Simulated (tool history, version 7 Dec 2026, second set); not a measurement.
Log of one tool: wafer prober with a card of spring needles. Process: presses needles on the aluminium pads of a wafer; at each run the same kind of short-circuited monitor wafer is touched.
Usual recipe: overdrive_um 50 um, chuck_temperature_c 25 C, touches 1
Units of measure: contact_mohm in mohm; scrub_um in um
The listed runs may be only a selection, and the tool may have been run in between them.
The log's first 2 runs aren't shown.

| run | day | overdrive_um | chuck_temperature_c | touches | contact_mohm | scrub_um |
|---|---|---|---|---|---|---|
|  | 0.496 | tips cleaned on abrasive film |
| 3 | 0.704 | 53 | 25 | 1 | 204 | 8.67 |
|  | 1.075 | tips cleaned on abrasive film |
| 4 | 1.108 | 53 | 25 | 1 | 205 | 8.79 |
| 5 | 1.312 | 50 | 25 | 1 | 204 | 8.22 |
| 6 | 1.629 | 50 | 25 | 1 | 201 | 8.19 |
|  | 1.667 | tips cleaned on abrasive film |
| 7 | 2.067 | 50 | 25 | 1 | 209 | 8.27 |
|  | 2.242 | tips cleaned on abrasive film |
| 8 | 2.3 | 50 | 25 | 1 | 206 | 8.24 |
| 9 | 2.746 | 50 | 25 | 1 | 202 | 8.24 |
|  | 2.838 | tips cleaned on abrasive film |
| 10 | 3.154 | 50 | 25 | 1 | 203 | 8.28 |
|  | 3.433 | tips cleaned on abrasive film |
| 11 | 3.646 | 50 | 25 | 1 | 204 | 8.22 |
|  | 4.046 | tips cleaned on abrasive film |
| 12 | 4.083 | 50 | 25 | 1 | 204 | 8.23 |
| 13 | 4.404 | 50 | 25 | 1 | 205 | 8.21 |
|  | 4.625 | tips cleaned on abrasive film |
| 14 | 4.642 | 50 | 25 | 1 | 205 | 8.25 |
| 15 | 5.004 | 50 | 25 | 1 | 205 | 8.25 |
|  | 5.225 | tips cleaned on abrasive film |
| 16 | 5.458 | 50 | 25 | 1 | 204 | 8.27 |
|  | 5.808 | tips cleaned on abrasive film |
| 17 | 5.846 | 50 | 25 | 1 | 205 | 8.22 |
| 18 | 6.058 | 50 | 76 | 1 | 216 | 8.15 |
|  | 6.392 | tips cleaned on abrasive film |
| 19 | 6.5 | 33 | 35 | 1 | 213 | 5.41 |
| 20 | 6.775 | 69 | 35 | 1 | 204 | 11.35 |
|  | 6.975 | tips cleaned on abrasive film |
| 21 | 7.138 | 69 | 35 | 1 | 202 | 11.34 |

What does the tool deliver on the next run?
| 22 | 7.358 | 69 | 35 | 1 | ? | ? |

{"run 22": {"contact_mohm": 203, "scrub_um": 11.34}}
On a tool with no hidden condition, and with the same random variation, this run would have come out at contact_mohm 203 mohm, scrub_um 11.34 um.
